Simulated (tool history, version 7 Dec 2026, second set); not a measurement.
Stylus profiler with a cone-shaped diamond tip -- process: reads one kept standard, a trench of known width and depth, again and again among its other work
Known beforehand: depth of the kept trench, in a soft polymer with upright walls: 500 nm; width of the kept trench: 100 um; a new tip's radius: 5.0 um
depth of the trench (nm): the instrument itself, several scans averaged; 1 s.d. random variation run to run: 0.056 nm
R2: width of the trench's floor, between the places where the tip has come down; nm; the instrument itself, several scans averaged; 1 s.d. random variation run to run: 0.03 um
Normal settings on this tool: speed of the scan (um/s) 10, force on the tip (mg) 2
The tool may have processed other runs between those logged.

{"run": 1, "hour": 0.0, "speed of the scan (um/s)": 10, "force on the tip (mg)": 2, "depth of the trench (nm)": 506.28, "R2": 95510}
{"run": 2, "hour": 53.8, "speed of the scan (um/s)": 10, "force on the tip (mg)": 2, "depth of the trench (nm)": 506.23, "R2": 95540}
{"run": 3, "hour": 151.7, "speed of the scan (um/s)": 9, "force on the tip (mg)": 2, "depth of the trench (nm)": 506.23, "R2": 95530}
{"run": 4, "hour": 219.2, "speed of the scan (um/s)": 4, "force on the tip (mg)": 2, "depth of the trench (nm)": 506.17, "R2": 95560}
{"run": 5, "hour": 301.9, "speed of the scan (um/s)": 10, "force on the tip (mg)": 2, "depth of the trench (nm)": 506.19, "R2": 95430}
{"run": 6, "hour": 372.0, "speed of the scan (um/s)": 10, "force on the tip (mg)": 2, "depth of the trench (nm)": 506.19, "R2": 95470}
{"run": 7, "hour": 487.6, "speed of the scan (um/s)": 10, "force on the tip (mg)": 2, "depth of the trench (nm)": 506.14, "R2": 95480}
{"run": 8, "hour": 568.4, "speed of the scan (um/s)": 10, "force on the tip (mg)": 2, "depth of the trench (nm)": 506.14, "R2": 95410}
{"run": 9, "hour": 666.4, "speed of the scan (um/s)": 10, "force on the tip (mg)": 2, "depth of the trench (nm)": 506.11, "R2": 95420}
{"run": 10, "hour": 754.3, "speed of the scan (um/s)": 10, "force on the tip (mg)": 2, "depth of the trench (nm)": 506.11, "R2": 95380}
{"run": 11, "hour": 851.6, "speed of the scan (um/s)": 10, "force on the tip (mg)": 2, "depth of the trench (nm)": 506.13, "R2": 95420}
{"run": 12, "hour": 925.3, "speed of the scan (um/s)": 10, "force on the tip (mg)": 2, "depth of the trench (nm)": 505.97, "R2": 95310}
{"run": 13, "hour": 1026.6, "speed of the scan (um/s)": 10, "force on the tip (mg)": 2, "depth of the trench (nm)": 505.93, "R2": 95390}
{"run": 14, "hour": 1079.9, "speed of the scan (um/s)": 10, "force on the tip (mg)": 2, "depth of the trench (nm)": 505.95, "R2": 95310}
{"run": 15, "hour": 1168.3, "speed of the scan (um/s)": 10, "force on the tip (mg)": 5.16, "depth of the trench (nm)": 511.72, "R2": 95290}
{"run": 16, "hour": 1228.5, "speed of the scan (um/s)": 28, "force on the tip (mg)": 5.16, "depth of the trench (nm)": 511.6, "R2": 95240}
{"run": 17, "hour": 1330.8, "speed of the scan (um/s)": 28, "force on the tip (mg)": 5.16, "depth of the trench (nm)": 511.46, "R2": 95290}
{"run": 18, "hour": 1423.6, "speed of the scan (um/s)": 28, "force on the tip (mg)": 5.16, "depth of the trench (nm)": 511.4, "R2": 95150}
{"run": 19, "hour": 1516.5, "speed of the scan (um/s)": 10, "force on the tip (mg)": 2, "depth of the trench (nm)": 505.87, "R2": 95160}
{"run": 20, "hour": 1631.7, "speed of the scan (um/s)": 10, "force on the tip (mg)": 2, "depth of the trench (nm)": 505.71, "R2": 95200}
{"run": 21, "hour": 1740.8, "speed of the scan (um/s)": 10, "force on the tip (mg)": 2, "depth of the trench (nm)": 505.75, "R2": 95210}
{"run": 22, "hour": 1799.6, "speed of the scan (um/s)": 10, "force on the tip (mg)": 2, "depth of the trench (nm)": 505.76, "R2": 95170}
{"run": 23, "hour": 1858.9, "speed of the scan (um/s)": 10, "force on the tip (mg)": 2, "depth of the trench (nm)": 505.77, "R2": 95150}
{"run": 24, "hour": 1969.4, "speed of the scan (um/s)": 17, "force on the tip (mg)": 2, "depth of the trench (nm)": 505.7, "R2": 95130}
{"run": 25, "hour": 2037.1, "speed of the scan (um/s)": 6, "force on the tip (mg)": 3.07, "depth of the trench (nm)": 507.76, "R2": 95120}
{"run": 26, "hour": 2116.1, "speed of the scan (um/s)": 6, "force on the tip (mg)": 3.07, "depth of the trench (nm)": 507.74, "R2": 95090}
{"run": 27, "hour": 2182.5, "speed of the scan (um/s)": 10, "force on the tip (mg)": 0.71, "depth of the trench (nm)": 503.3, "R2": 95010}
{"run": 28, "hour": 2248.2, "speed of the scan (um/s)": 9, "force on the tip (mg)": 1.94, "depth of the trench (nm)": 506.32, "R2": 95100}
{"run": 29, "hour": 2333.6, "speed of the scan (um/s)": 11, "force on the tip (mg)": 0.92, "depth of the trench (nm)": 503.85, "R2": 95050}
{"run": 30, "hour": 2444.9, "speed of the scan (um/s)": 11, "force on the tip (mg)": 0.82, "depth of the trench (nm)": 503.61, "R2": 94970}
{"run": 31, "hour": 2491.7, "speed of the scan (um/s)": 12, "force on the tip (mg)": 5.26, "depth of the trench (nm)": 512.24, "R2": 95040}
{"run": 32, "hour": 2602.1, "speed of the scan (um/s)": 12, "force on the tip (mg)": 5.26, "depth of the trench (nm)": 512.25, "R2": 95070}
{"run": 33, "hour": 2650.1, "speed of the scan (um/s)": 4, "force on the tip (mg)": 0.98, "depth of the trench (nm)": 503.9, "R2": 95030}
{"run": 34, "hour": 2748.8, "speed of the scan (um/s)": 4, "force on the tip (mg)": 0.98, "depth of the trench (nm)": 503.8, "R2": 95040}
{"run": 35, "hour": 2860.0, "speed of the scan (um/s)": 4, "force on the tip (mg)": 0.98, "depth of the trench (nm)": 503.8, "R2": 94970}
{"run": 36, "hour": 2950.4, "speed of the scan (um/s)": 13, "force on the tip (mg)": 3.43, "depth of the trench (nm)": 509.1, "R2": 94930}
{"run": 37, "hour": 3008.6, "speed of the scan (um/s)": 4, "force on the tip (mg)": 2.7, "depth of the trench (nm)": 507.67, "R2": 95030}
{"run": 38, "hour": 3069.4, "speed of the scan (um/s)": 30, "force on the tip (mg)": 2.95, "depth of the trench (nm)": 508.08, "R2": 94830}
{"run": 39, "hour": 3129.2, "speed of the scan (um/s)": 31, "force on the tip (mg)": 2, "depth of the trench (nm)": 506.29, "R2": 94780}
{"run": 40, "hour": 3188.8, "speed of the scan (um/s)": 9, "force on the tip (mg)": 1.82, "depth of the trench (nm)": 505.86, "R2": 94900}
{"run": 41, "hour": 3275.0, "speed of the scan (um/s)": 9, "force on the tip (mg)": 1.82, "depth of the trench (nm)": 505.67, "R2": 94890}
{"run": 42, "hour": 3358.3, "speed of the scan (um/s)": 17, "force on the tip (mg)": 2.22, "depth of the trench (nm)": 506.58, "R2": 94810}
{"run": 43, "hour": 3436.5, "speed of the scan (um/s)": 3, "force on the tip (mg)": 2.93, "depth of the trench (nm)": 507.96, "R2": 94950}
{"run": 44, "hour": 3510.4, "speed of the scan (um/s)": 4, "force on the tip (mg)": 1.3, "depth of the trench (nm)": 504.49, "R2": 94860}
{"run": 45, "hour": 3562.0, "speed of the scan (um/s)": 5, "force on the tip (mg)": 4.69, "depth of the trench (nm)": 510.91, "R2": 94920}
{"run": 46, "hour": 3655.0, "speed of the scan (um/s)": 10, "force on the tip (mg)": 5.28, "depth of the trench (nm)": 511.91, "R2": 94920}
{"run": 47, "hour": 3708.1, "speed of the scan (um/s)": 7, "force on the tip (mg)": 3.98, "depth of the trench (nm)": 509.77, "R2": 94820}

Withheld: 1 entry from between the runs. Position of each, and hidden state at the listed run before versus the listed run after:
Run 26 -> run 27: height scale calibrated on a step standard (hour 2175.4)
  radius of the tip, um: 6.05 -> 6.08; height scale over the true one, %: -0.156 -> 0.02
  the result without the hidden state subtracted from the measured one, depth of the trench (nm): -0.79 -> +0.1; R2: -460 -> -470 nm
